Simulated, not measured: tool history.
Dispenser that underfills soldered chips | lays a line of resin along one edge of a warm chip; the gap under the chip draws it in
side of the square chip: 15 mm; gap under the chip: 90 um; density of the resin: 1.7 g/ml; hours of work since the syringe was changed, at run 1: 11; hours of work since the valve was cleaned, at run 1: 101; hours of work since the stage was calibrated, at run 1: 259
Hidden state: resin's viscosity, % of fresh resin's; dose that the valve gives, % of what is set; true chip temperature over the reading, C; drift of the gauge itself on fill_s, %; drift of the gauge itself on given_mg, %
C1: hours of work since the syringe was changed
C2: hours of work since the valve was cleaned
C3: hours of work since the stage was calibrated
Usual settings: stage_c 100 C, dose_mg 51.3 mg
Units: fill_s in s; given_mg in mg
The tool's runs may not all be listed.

{"run": 1, "hour": 0.0, "stage_c": 100, "dose_mg": 51.3, "C1": 11, "C2": 101, "C3": 259, "fill_s": 99.4, "given_mg": 47.6}
{"hour": 1.5, "done": "new syringe of resin"}
{"run": 2, "hour": 10.4, "stage_c": 100, "dose_mg": 51.3, "C1": 7, "C2": 109, "C3": 266, "fill_s": 77.3, "given_mg": 47.59}
{"hour": 18.3, "done": "new syringe of resin"}
{"hour": 21.0, "done": "dispensing valve cleaned and set on the balance"}
{"run": 3, "hour": 24.6, "stage_c": 100, "dose_mg": 51.3, "C1": 4, "C2": 3, "C3": 276, "fill_s": 64, "given_mg": 51.18}
{"run": 4, "hour": 32.0, "stage_c": 100, "dose_mg": 51.3, "C1": 9, "C2": 8, "C3": 281, "fill_s": 88.4, "given_mg": 51.08}
{"hour": 36.6, "done": "new syringe of resin"}
{"run": 5, "hour": 43.1, "stage_c": 100, "dose_mg": 51.3, "C1": 5, "C2": 16, "C3": 289, "fill_s": 67.1, "given_mg": 50.29}
{"hour": 53.4, "done": "new syringe of resin"}
{"run": 6, "hour": 54.7, "stage_c": 100, "dose_mg": 51.3, "C1": 1, "C2": 25, "C3": 298, "fill_s": 52.9, "given_mg": 50.44}
{"run": 7, "hour": 66.9, "stage_c": 100, "dose_mg": 51.3, "C1": 10, "C2": 34, "C3": 307, "fill_s": 92.1, "given_mg": 49.49}
{"hour": 70.2, "done": "new syringe of resin"}
{"hour": 71.9, "done": "stage's temperature calibrated"}
{"run": 8, "hour": 80.2, "stage_c": 112, "dose_mg": 51.3, "C1": 7, "C2": 43, "C3": 6, "fill_s": 47.3, "given_mg": 49.95}
{"hour": 87.7, "done": "new syringe of resin"}
{"run": 9, "hour": 88.4, "stage_c": 112, "dose_mg": 51.3, "C1": 1, "C2": 48, "C3": 12, "fill_s": 33.2, "given_mg": 49.66}
{"run": 10, "hour": 95.7, "stage_c": 100, "dose_mg": 51.3, "C1": 6, "C2": 54, "C3": 17, "fill_s": 72.3, "given_mg": 49.55}
{"hour": 104.5, "done": "new syringe of resin"}
{"run": 11, "hour": 108.9, "stage_c": 107, "dose_mg": 51.3, "C1": 3, "C2": 63, "C3": 27, "fill_s": 47.5, "given_mg": 49.49}
{"hour": 122.1, "done": "new syringe of resin"}
{"run": 12, "hour": 123.1, "stage_c": 100, "dose_mg": 65.3, "C1": 1, "C2": 74, "C3": 37, "fill_s": 50.2, "given_mg": 62}
{"run": 13, "hour": 136.0, "stage_c": 100, "dose_mg": 49.8, "C1": 10, "C2": 83, "C3": 47, "fill_s": 94.2, "given_mg": 46.89}
{"hour": 139.4, "done": "new syringe of resin"}
{"run": 14, "hour": 142.5, "stage_c": 100, "dose_mg": 49.8, "C1": 2, "C2": 88, "C3": 52, "fill_s": 60.3, "given_mg": 46.94}
{"run": 15, "hour": 151.0, "stage_c": 100, "dose_mg": 62.9, "C1": 9, "C2": 94, "C3": 58, "fill_s": 83.9, "given_mg": 58.57}
{"hour": 155.9, "done": "new syringe of resin"}
{"run": 16, "hour": 159.4, "stage_c": 100, "dose_mg": 45.4, "C1": 3, "C2": 100, "C3": 64, "fill_s": 62.6, "given_mg": 41.95}
{"run": 17, "hour": 166.2, "stage_c": 90, "dose_mg": 51.3, "C1": 8, "C2": 105, "C3": 69, "fill_s": 123.6, "given_mg": 47.59}
{"hour": 172.3, "done": "new syringe of resin"}
{"hour": 181.2, "done": "dispensing valve cleaned and set on the balance"}
{"run": 18, "hour": 181.2, "stage_c": 88, "dose_mg": 45.2, "C1": 6, "C2": 0, "C3": 79, "fill_s": 118, "given_mg": 44.87}
{"hour": 190.7, "done": "new syringe of resin"}
{"run": 19, "hour": 192.8, "stage_c": 90, "dose_mg": 57.6, "C1": 2, "C2": 8, "C3": 87, "fill_s": 81.5, "given_mg": 57.68}
{"run": 20, "hour": 200.5, "stage_c": 90, "dose_mg": 57.6, "C1": 7, "C2": 14, "C3": 93, "fill_s": 113.8, "given_mg": 56.81}
{"hour": 207.3, "done": "new syringe of resin"}
{"run": 21, "hour": 208.0, "stage_c": 96, "dose_mg": 55.9, "C1": 1, "C2": 20, "C3": 99, "fill_s": 59.6, "given_mg": 55.09}
{"run": 22, "hour": 220.9, "stage_c": 92, "dose_mg": 66, "C1": 10, "C2": 29, "C3": 108, "fill_s": 124, "given_mg": 64.64}
{"hour": 224.3, "done": "new syringe of resin"}
{"run": 23, "hour": 232.2, "stage_c": 113, "dose_mg": 55.1, "C1": 6, "C2": 37, "C3": 116, "fill_s": 43.8, "given_mg": 53.56}
{"run": 24, "hour": 238.9, "stage_c": 113, "dose_mg": 55.1, "C1": 11, "C2": 42, "C3": 121, "fill_s": 59.2, "given_mg": 53.55}
{"hour": 241.0, "done": "new syringe of resin"}
{"run": 25, "hour": 246.1, "stage_c": 91, "dose_mg": 45, "C1": 4, "C2": 47, "C3": 126, "fill_s": 94.7, "given_mg": 43.36}
{"run": 26, "hour": 254.4, "stage_c": 91, "dose_mg": 45, "C1": 10, "C2": 53, "C3": 133, "fill_s": 137.4, "given_mg": 43.13}
{"hour": 258.0, "done": "new syringe of resin"}
{"run": 27, "hour": 262.1, "stage_c": 114, "dose_mg": 45.5, "C1": 3, "C2": 59, "C3": 138, "fill_s": 36.8, "given_mg": 43.69}
{"run": 28, "hour": 272.3, "stage_c": 104, "dose_mg": 45.5, "C1": 11, "C2": 67, "C3": 146, "fill_s": 85.7, "given_mg": 43.16}
{"hour": 274.6, "done": "new syringe of resin"}
{"run": 29, "hour": 286.3, "stage_c": 104, "dose_mg": 45.5, "C1": 9, "C2": 77, "C3": 156, "fill_s": 73.5, "given_mg": 42.8}

Run 30 comes next. What will it give?
{"hour": 291.2, "done": "new syringe of resin"}
{"run": 30, "hour": 296.8, "stage_c": 104, "dose_mg": 45.5, "C1": 4, "C2": 84, "C3": 163, "fill_s": "?", "given_mg": "?"}

Run 30 gave fill_s 57.3 s, given_mg 42.85 mg.
Without the tool's hidden state the same run would have given fill_s 43.9 s, given_mg 45.53 mg.
